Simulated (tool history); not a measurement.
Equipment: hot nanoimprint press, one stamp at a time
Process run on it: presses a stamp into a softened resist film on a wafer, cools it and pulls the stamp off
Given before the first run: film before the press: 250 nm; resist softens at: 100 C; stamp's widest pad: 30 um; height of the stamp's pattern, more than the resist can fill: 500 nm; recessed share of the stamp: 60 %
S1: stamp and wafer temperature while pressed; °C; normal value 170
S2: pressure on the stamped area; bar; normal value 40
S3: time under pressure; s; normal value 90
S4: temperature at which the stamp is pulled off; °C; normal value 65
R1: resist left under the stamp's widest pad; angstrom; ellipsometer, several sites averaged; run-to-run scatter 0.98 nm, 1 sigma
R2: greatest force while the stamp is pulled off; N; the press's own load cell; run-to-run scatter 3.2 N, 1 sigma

run,hour,S1,S2,S3,S4,R1,R2
1,0,170,40,90,65,1394,153
2,11.4,163,40,90,65,1812,150
3,21.7,163,40,90,65,1820,155
4,28.3,165,40,90,65,1705,155
5,43.2,165,40,90,50,1708,174
6,54.7,165,40,90,50,1698,169
7,62.3,165,40,90,50,1721,175
8,72.6,170,40,90,65,1423,149
9,83.4,174,40,90,65,1183,159
# hour 90.2: stamp cleaned and given a new release coat
10,100.4,174,40,90,65,1176,151
11,109.8,170,36.7,90,65,1429,156
12,118.5,170,36.7,90,65,1448,159
13,130.7,170,36.7,90,65,1455,156
14,145.8,170,40,90,65,1402,157
15,152.8,170,40,84,65,1419,154
16,159,170,40,84,65,1441,155
17,174.5,166,40,76,65,1712,150
18,189,166,40,76,65,1724,154
19,199,166,40,76,65,1721,155
20,213.2,166,40,76,65,1733,152
21,220.7,166,40,76,65,1733,154
22,228.8,176,52,79,50,1007,169
23,236.4,160,39.2,66,51,2086,170
24,248.1,171,29,170,73,1213,142
25,259,174,63.7,55,51,1159,175
# hour 263.9: plate thermocouple calibrated
26,274.4,170,40,144,55,1175,172
# hour 281.7: stamp cleaned and given a new release coat
27,295.1,170,40,144,55,1196,163
28,310.3,170,26.2,65,59,1782,163
29,316.6,181,40,90,61,852,165
30,323.4,179,25.8,51,65,1406,157
31,338.3,179,25.8,51,65,1426,152

3 options for the next run, each taken on its own from the tool as it stands now. Forecast them:
A,353.3,160,25.8,51,65,?,?
B,353.3,170,40,90,65,?,?
C,353.3,161,58.1,51,52,?,?

run,R1,R2
A,2323,156
B,1406,161
C,1978,170
The same runs, with their run-to-run variation unchanged, on a tool lacking any hidden condition would have given:
run,R1,R2
A,2323,155
B,1405,161
C,1977,169
